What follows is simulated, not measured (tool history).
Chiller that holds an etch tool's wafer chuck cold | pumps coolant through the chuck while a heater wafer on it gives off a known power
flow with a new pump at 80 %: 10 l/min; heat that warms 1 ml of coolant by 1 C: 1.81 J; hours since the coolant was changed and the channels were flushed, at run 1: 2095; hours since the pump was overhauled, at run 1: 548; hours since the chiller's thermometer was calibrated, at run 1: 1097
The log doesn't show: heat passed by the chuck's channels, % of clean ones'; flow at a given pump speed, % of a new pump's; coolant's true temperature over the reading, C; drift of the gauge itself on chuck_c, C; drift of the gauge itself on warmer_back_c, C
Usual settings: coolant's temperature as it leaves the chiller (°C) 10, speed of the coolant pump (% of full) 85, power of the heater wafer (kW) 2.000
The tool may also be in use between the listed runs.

run	hour	coolant's temperature as it leaves the chiller (°C)	speed of the coolant pump (% of full)	power of the heater wafer (kW)	hours since the coolant was changed and the channels were flushed	hours since the pump was overhauled	hours since the chiller's thermometer was calibrated	chuck's temperature once it has settled (°C)	how much warmer the coolant comes back (C)
1	0.0	10	85	2.000	2095	548	1097	31.3	6.14
2	63.0	10	61	2.000	2158	612	1160	35.3	8.72
3	105.2	10	61	2.000	2200	654	1202	35.3	8.69
4	170.9	10	61	2.000	2266	719	1268	35.1	8.74
5	232.6	10	61	2.000	2327	781	1330	35.3	8.66
6	312.2	10	61	2.000	2407	861	1409	35.1	8.63
7	349.6	10	61	2.000	2444	898	1446	35.3	8.58
8	395.8	10	61	2.000	2491	944	1493	35.3	8.56
9	475.9	10	84	2.000	2571	1024	1573	31.2	6.19
10	559.0	10	85	2.000	2654	1107	1656	31.2	6.09
11	630.7	10	85	2.000	2725	1179	1728	31.2	6.07
12	672.7	10	85	2.000	2767	1221	1770	31.2	6.05
13	728.1	10	95	2.000	2823	1277	1825	30.2	5.44
14	764.9	10	85	2.000	2860	1313	1862	31.2	6.00
15	804.7	10	72	2.000	2899	1353	1902	33.3	7.20
16	883.5	16	85	2.000	2978	1432	1980	37.2	6.04
17	943.9	18	98	2.000	3039	1492	2041	37.9	5.10
18	1011.6	7	77	1.979	3106	1560	2109	29.1	6.56
19	1085.6	15	84	2.708	3180	1634	2183	43.9	8.29
20	1167.2	15	84	2.708	3262	1716	2264	43.9	8.26
21	1234.5	0	86	1.936	3329	1783	2331	20.3	5.61
22	1294.4	10	79	1.546	3389	1843	2391	27.1	4.83
23	1339.6	9	85	2.000	3434	1888	2437	30.3	5.91
24	1420.9	13	84	1.039	3516	1969	2518	24.1	2.91
25	1457.6	14	67	2.239	3552	2006	2555	41.1	8.47
26	1520.0	10	97	1.554	3615	2068	2617	25.4	3.81
27	1604.9	10	82	2.788	3700	2153	2702	40.2	8.64
28	1675.1	13	79	2.841	3770	2224	2772	44.4	9.13

Forecast each of these 5 alternatives for the next run:
A	1709.4	10	78	2.000	3804	2258	2806	?	?
B	1709.4	3	70	2.000	3804	2258	2806	?	?
C	1709.4	14	85	2.370	3804	2258	2806	?	?
D	1709.4	13	77	1.578	3804	2258	2806	?	?
E	1709.4	13	99	2.841	3804	2258	2806	?	?

run	chuck's temperature once it has settled (°C)	how much warmer the coolant comes back (C)
A	32.2	6.32
B	26.6	7.10
C	39.2	6.92
D	30.8	4.96
E	40.7	7.13
Without the tool's hidden state the same runs would have given:
run	chuck's temperature once it has settled (°C)	how much warmer the coolant comes back (C)
A	32.2	6.78
B	26.5	7.56
C	39.2	7.37
D	30.8	5.41
E	40.7	7.58
